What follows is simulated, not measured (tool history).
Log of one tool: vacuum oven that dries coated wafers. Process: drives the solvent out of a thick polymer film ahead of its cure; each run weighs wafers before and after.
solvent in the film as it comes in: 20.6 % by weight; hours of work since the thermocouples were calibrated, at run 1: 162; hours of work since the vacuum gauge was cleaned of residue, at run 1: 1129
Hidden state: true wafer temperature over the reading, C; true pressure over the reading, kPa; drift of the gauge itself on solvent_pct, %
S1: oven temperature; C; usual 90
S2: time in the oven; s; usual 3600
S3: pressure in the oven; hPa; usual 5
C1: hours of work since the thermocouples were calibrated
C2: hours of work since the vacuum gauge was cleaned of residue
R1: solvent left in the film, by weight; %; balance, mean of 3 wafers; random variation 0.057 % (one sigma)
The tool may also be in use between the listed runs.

| run | hour | S1 | S2 | S3 | C1 | C2 | R1 |
|---|---|---|---|---|---|---|---|
| 1 | 0 | 90 | 3600 | 5 | 162 | 1129 | 3.12 |
| 2 | 29.4 | 90 | 3600 | 5 | 184 | 1151 | 3.2 |
| 3 | 76.4 | 90 | 3600 | 2.57 | 220 | 1187 | 3.05 |
| 4 | 100.4 | 90 | 3600 | 2.57 | 238 | 1205 | 3.05 |
| 5 | 148 | 90 | 3600 | 5 | 274 | 1241 | 3.21 |
| 6 | 169.6 | 90 | 3600 | 5 | 290 | 1257 | 3.36 |
| 7 | 190.7 | 90 | 3600 | 5 | 306 | 1273 | 3.29 |
| 8 | 215.8 | 90 | 3600 | 5 | 326 | 1292 | 3.36 |
| 9 | 250.4 | 90 | 5460 | 5 | 352 | 1319 | 1.84 |
| 10 | 273.2 | 90 | 3600 | 18.2 | 369 | 1336 | 4.5 |
| 11 | 319.6 | 90 | 3600 | 18.2 | 404 | 1371 | 4.55 |
| 12 | 362.9 | 90 | 3600 | 5 | 437 | 1404 | 3.36 |
| 13 | 397.6 | 90 | 3600 | 5 | 463 | 1430 | 3.38 |
| 14 | 440.6 | 90 | 3600 | 5 | 496 | 1463 | 3.37 |
|  | 444.9 | oven's thermocouples calibrated |
| 15 | 483.7 | 90 | 3600 | 5 | 29 | 1494 | 3.42 |
| 16 | 527.1 | 90 | 5280 | 5 | 62 | 1527 | 2.17 |
| 17 | 568.4 | 90 | 5280 | 9.2 | 94 | 1559 | 2.43 |
| 18 | 598.8 | 90 | 5280 | 9.2 | 117 | 1582 | 2.57 |
| 19 | 641.6 | 85 | 5280 | 9.2 | 149 | 1614 | 3.59 |
| 20 | 689.8 | 81 | 3600 | 7.96 | 186 | 1651 | 6.31 |
|  | 699.7 | oven's thermocouples calibrated, once more |
| 21 | 717.7 | 84 | 2460 | 3.56 | 14 | 1670 | 6.75 |
| 22 | 752.3 | 84 | 2460 | 3.56 | 40 | 1697 | 6.72 |

Run 23 comes next. What will it give?
| 23 | 786.5 | 84 | 2460 | 3.56 | 66 | 1723 | ? |

R1: 6.81 %
Without the tool's hidden state the same run would have given R1 6.34 %.
